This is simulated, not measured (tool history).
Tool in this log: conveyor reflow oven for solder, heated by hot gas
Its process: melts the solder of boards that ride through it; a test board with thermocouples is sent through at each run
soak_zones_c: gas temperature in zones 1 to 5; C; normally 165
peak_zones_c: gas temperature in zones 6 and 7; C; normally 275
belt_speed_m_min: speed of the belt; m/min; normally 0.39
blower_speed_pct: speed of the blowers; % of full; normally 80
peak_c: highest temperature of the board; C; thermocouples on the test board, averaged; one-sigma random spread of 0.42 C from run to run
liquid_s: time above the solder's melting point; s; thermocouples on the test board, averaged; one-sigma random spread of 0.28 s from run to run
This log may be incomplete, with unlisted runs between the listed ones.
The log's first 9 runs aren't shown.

run 10 hour=163.3 | soak_zones_c=165 peak_zones_c=275 belt_speed_m_min=0.39 blower_speed_pct=80 | peak_c=263.1 liquid_s=89.3
run 11 hour=182.7 | soak_zones_c=165 peak_zones_c=275 belt_speed_m_min=0.39 blower_speed_pct=80 | peak_c=263.4 liquid_s=89
run 12 hour=197.9 | soak_zones_c=165 peak_zones_c=275 belt_speed_m_min=0.39 blower_speed_pct=80 | peak_c=263.9 liquid_s=89
run 13 hour=216.7 | soak_zones_c=165 peak_zones_c=275 belt_speed_m_min=0.39 blower_speed_pct=80 | peak_c=263.1 liquid_s=88.6
run 14 hour=228.1 | soak_zones_c=165 peak_zones_c=275 belt_speed_m_min=0.39 blower_speed_pct=80 | peak_c=263 liquid_s=88.8
run 15 hour=250 | soak_zones_c=165 peak_zones_c=275 belt_speed_m_min=0.39 blower_speed_pct=80 | peak_c=263.3 liquid_s=88.4
run 16 hour=261.9 | soak_zones_c=165 peak_zones_c=275 belt_speed_m_min=0.384 blower_speed_pct=80 | peak_c=263.8 liquid_s=90.6
run 17 hour=278.7 | soak_zones_c=165 peak_zones_c=275 belt_speed_m_min=0.342 blower_speed_pct=87 | peak_c=266.2 liquid_s=106.2
run 18 hour=295.7 | soak_zones_c=165 peak_zones_c=288 belt_speed_m_min=0.39 blower_speed_pct=57 | peak_c=271.2 liquid_s=93.9
run 19 hour=309 | soak_zones_c=171 peak_zones_c=288 belt_speed_m_min=0.39 blower_speed_pct=53 | peak_c=270.2 liquid_s=95.6
run 20 hour=319 | soak_zones_c=165 peak_zones_c=275 belt_speed_m_min=0.337 blower_speed_pct=80 | peak_c=265.9 liquid_s=106.8
run 21 hour=335.1 | soak_zones_c=165 peak_zones_c=275 belt_speed_m_min=0.337 blower_speed_pct=80 | peak_c=266.4 liquid_s=106.5
-- hour=340.7 belt drive overhauled, speed set with a stopwatch
run 22 hour=348.6 | soak_zones_c=152 peak_zones_c=275 belt_speed_m_min=0.388 blower_speed_pct=80 | peak_c=261.2 liquid_s=83.5
run 23 hour=362.6 | soak_zones_c=152 peak_zones_c=275 belt_speed_m_min=0.38 blower_speed_pct=80 | peak_c=261.8 liquid_s=86.1
run 24 hour=374.3 | soak_zones_c=170 peak_zones_c=281 belt_speed_m_min=0.327 blower_speed_pct=59 | peak_c=269.7 liquid_s=114.5
-- hour=383.5 belt drive overhauled, speed set with a stopwatch, once more
run 25 hour=392.4 | soak_zones_c=170 peak_zones_c=273 belt_speed_m_min=0.328 blower_speed_pct=59 | peak_c=262.6 liquid_s=106.5
run 26 hour=411.3 | soak_zones_c=170 peak_zones_c=273 belt_speed_m_min=0.328 blower_speed_pct=59 | peak_c=262.1 liquid_s=106.9
run 27 hour=425.7 | soak_zones_c=170 peak_zones_c=273 belt_speed_m_min=0.328 blower_speed_pct=59 | peak_c=261.8 liquid_s=106.8
run 28 hour=447.1 | soak_zones_c=170 peak_zones_c=273 belt_speed_m_min=0.328 blower_speed_pct=59 | peak_c=262 liquid_s=106.4

For run 29, what comes out?
run 29 hour=464.6 | soak_zones_c=165 peak_zones_c=275 belt_speed_m_min=0.39 blower_speed_pct=54 | peak_c=? liquid_s=?

Run 29 measured peak_c 257.4 C, liquid_s 81.1 s.
With the hidden condition absent and the run-to-run variation left alone, this run would have shown peak_c 260.6 C, liquid_s 84.1 s.

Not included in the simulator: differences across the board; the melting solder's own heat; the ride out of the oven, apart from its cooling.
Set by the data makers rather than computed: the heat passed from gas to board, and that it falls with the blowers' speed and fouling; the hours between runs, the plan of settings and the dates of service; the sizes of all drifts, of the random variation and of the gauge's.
